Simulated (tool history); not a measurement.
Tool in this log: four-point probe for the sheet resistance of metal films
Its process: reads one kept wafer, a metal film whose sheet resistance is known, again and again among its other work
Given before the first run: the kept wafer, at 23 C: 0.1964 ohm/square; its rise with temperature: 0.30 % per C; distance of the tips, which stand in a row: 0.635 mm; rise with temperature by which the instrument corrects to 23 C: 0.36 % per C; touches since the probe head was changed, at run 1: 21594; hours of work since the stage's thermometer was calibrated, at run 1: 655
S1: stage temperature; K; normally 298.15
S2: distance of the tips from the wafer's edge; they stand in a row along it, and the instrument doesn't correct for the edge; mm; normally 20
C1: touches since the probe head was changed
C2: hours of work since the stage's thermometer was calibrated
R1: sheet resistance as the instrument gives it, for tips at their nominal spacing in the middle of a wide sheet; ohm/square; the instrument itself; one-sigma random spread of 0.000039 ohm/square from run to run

run 1 hour=0 | S1=298.15 S2=20 | C1=21594 C2=655 | R1=0.196649
run 2 hour=16 | S1=298.15 S2=20 | C1=22218 C2=667 | R1=0.196673
run 3 hour=34.7 | S1=298.15 S2=62 | C1=22949 C2=680 | R1=0.196513
run 4 hour=54.1 | S1=298.15 S2=62 | C1=23707 C2=694 | R1=0.196525
run 5 hour=72.3 | S1=298.15 S2=29 | C1=24419 C2=708 | R1=0.196576
run 6 hour=95.3 | S1=298.15 S2=29 | C1=25317 C2=724 | R1=0.196578
run 7 hour=126.8 | S1=298.15 S2=29 | C1=26547 C2=747 | R1=0.196566
run 8 hour=154.6 | S1=298.15 S2=20 | C1=27632 C2=767 | R1=0.196655
run 9 hour=180 | S1=298.15 S2=20 | C1=28624 C2=786 | R1=0.196572
run 10 hour=195.6 | S1=298.15 S2=20 | C1=29232 C2=797 | R1=0.196538
run 11 hour=213.5 | S1=298.15 S2=20 | C1=29934 C2=810 | R1=0.196522
run 12 hour=230.7 | S1=298.15 S2=20 | C1=30605 C2=823 | R1=0.19656
run 13 hour=262.2 | S1=298.15 S2=20 | C1=31836 C2=845 | R1=0.19658
run 14 hour=287.7 | S1=298.15 S2=20 | C1=32828 C2=864 | R1=0.196554
run 15 hour=301.9 | S1=298.15 S2=20 | C1=33383 C2=874 | R1=0.19658
run 16 hour=333.8 | S1=298.15 S2=20 | C1=34630 C2=897 | R1=0.19654
run 17 hour=362.1 | S1=298.15 S2=20 | C1=35736 C2=918 | R1=0.196499
run 18 hour=381 | S1=298.15 S2=20 | C1=36474 C2=932 | R1=0.19656
-- hour=384.2 stage's thermometer calibrated
run 19 hour=397.6 | S1=298.15 S2=20 | C1=37103 C2=10 | R1=0.196548
run 20 hour=423.8 | S1=299.15 S2=29 | C1=38126 C2=29 | R1=0.196357
run 21 hour=437.1 | S1=304.15 S2=66 | C1=38642 C2=38 | R1=0.195804
run 22 hour=466.9 | S1=300.15 S2=20 | C1=39807 C2=60 | R1=0.196261
run 23 hour=487.1 | S1=299.15 S2=20 | C1=40597 C2=75 | R1=0.196393
run 24 hour=502 | S1=299.15 S2=7 | C1=41177 C2=85 | R1=0.197235
-- hour=504.2 stage's thermometer calibrated, once more
run 25 hour=532.8 | S1=305.15 S2=46 | C1=42363 C2=21 | R1=0.195575
run 26 hour=563.3 | S1=299.15 S2=72 | C1=43553 C2=43 | R1=0.196221
run 27 hour=594.7 | S1=294.15 S2=28 | C1=44778 C2=66 | R1=0.196748
run 28 hour=621.6 | S1=302.15 S2=19 | C1=45831 C2=85 | R1=0.196003
run 29 hour=637 | S1=291.15 S2=20 | C1=46433 C2=96 | R1=0.197185
run 30 hour=664.7 | S1=299.15 S2=20 | C1=47515 C2=116 | R1=0.196311
run 31 hour=687 | S1=299.15 S2=20 | C1=48383 C2=133 | R1=0.196291
run 32 hour=714.7 | S1=295.15 S2=26 | C1=49465 C2=153 | R1=0.196593
run 33 hour=729.1 | S1=303.15 S2=23 | C1=50027 C2=163 | R1=0.195792
run 34 hour=756.4 | S1=301.15 S2=17 | C1=51095 C2=183 | R1=0.196073
run 35 hour=784.1 | S1=305.15 S2=28 | C1=52175 C2=203 | R1=0.195546
run 36 hour=813.9 | S1=297.15 S2=65 | C1=53340 C2=225 | R1=0.196327
run 37 hour=833.6 | S1=293.15 S2=46 | C1=54108 C2=239 | R1=0.196817

Below are 3 alternative next runs, each starting from the tool's condition after run 37. Predict each:
run A hour=856.2 | S1=305.15 S2=14 | C1=54993 C2=255 | R1=?
run B hour=856.2 | S1=298.15 S2=54 | C1=54993 C2=255 | R1=?
run C hour=856.2 | S1=299.15 S2=20 | C1=54993 C2=255 | R1=?

run=A R1=0.195739
run=B R1=0.196212
run=C R1=0.196204
What these runs would have given with no unlogged condition in the tool:
run=A R1=0.195673
run=B R1=0.196147
run=C R1=0.196138
